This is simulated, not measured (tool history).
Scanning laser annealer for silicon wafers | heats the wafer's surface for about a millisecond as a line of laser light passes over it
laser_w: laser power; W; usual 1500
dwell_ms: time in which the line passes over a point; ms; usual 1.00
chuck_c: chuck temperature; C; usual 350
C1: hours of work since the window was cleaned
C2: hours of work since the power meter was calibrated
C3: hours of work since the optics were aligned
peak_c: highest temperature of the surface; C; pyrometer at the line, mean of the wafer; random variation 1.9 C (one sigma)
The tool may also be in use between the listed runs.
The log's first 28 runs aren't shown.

{"run": 29, "hour": 324.1, "laser_w": 1289, "dwell_ms": 0.96, "chuck_c": 375, "C1": 141, "C2": 245, "C3": 393, "peak_c": 1071}
{"run": 30, "hour": 332.2, "laser_w": 1500, "dwell_ms": 0.74, "chuck_c": 375, "C1": 145, "C2": 249, "C3": 397, "peak_c": 1111}
{"run": 31, "hour": 345.5, "laser_w": 1500, "dwell_ms": 0.74, "chuck_c": 375, "C1": 151, "C2": 255, "C3": 404, "peak_c": 1114}
{"run": 32, "hour": 361.5, "laser_w": 1500, "dwell_ms": 0.74, "chuck_c": 375, "C1": 159, "C2": 263, "C3": 412, "peak_c": 1112}
{"run": 33, "hour": 374.4, "laser_w": 1500, "dwell_ms": 1.03, "chuck_c": 385, "C1": 166, "C2": 270, "C3": 418, "peak_c": 1234}
{"run": 34, "hour": 389.1, "laser_w": 1500, "dwell_ms": 1.03, "chuck_c": 385, "C1": 173, "C2": 277, "C3": 426, "peak_c": 1234}
{"run": 35, "hour": 406.5, "laser_w": 1500, "dwell_ms": 1.03, "chuck_c": 385, "C1": 182, "C2": 286, "C3": 434, "peak_c": 1232}
{"run": 36, "hour": 413.9, "laser_w": 1500, "dwell_ms": 1.03, "chuck_c": 385, "C1": 186, "C2": 289, "C3": 438, "peak_c": 1231}

5 ways to go on from here, each from the tool as it stands after run 36. What would each give?
{"run": "A", "hour": 427.9, "laser_w": 1415, "dwell_ms": 0.73, "chuck_c": 385, "C1": 192, "C2": 296, "C3": 445, "peak_c": "?"}
{"run": "B", "hour": 427.9, "laser_w": 1502, "dwell_ms": 1.18, "chuck_c": 385, "C1": 192, "C2": 296, "C3": 445, "peak_c": "?"}
{"run": "C", "hour": 427.9, "laser_w": 1627, "dwell_ms": 1.08, "chuck_c": 359, "C1": 192, "C2": 296, "C3": 445, "peak_c": "?"}
{"run": "D", "hour": 427.9, "laser_w": 1500, "dwell_ms": 1.0, "chuck_c": 330, "C1": 192, "C2": 296, "C3": 445, "peak_c": "?"}
{"run": "E", "hour": 427.9, "laser_w": 1609, "dwell_ms": 1.0, "chuck_c": 334, "C1": 192, "C2": 296, "C3": 445, "peak_c": "?"}

run=A peak_c=1067
run=B peak_c=1281
run=C peak_c=1306
run=D peak_c=1167
run=E peak_c=1242
Without the tool's hidden state the same runs would have given:
run=A peak_c=1079
run=B peak_c=1297
run=C peak_c=1323
run=D peak_c=1182
run=E peak_c=1258
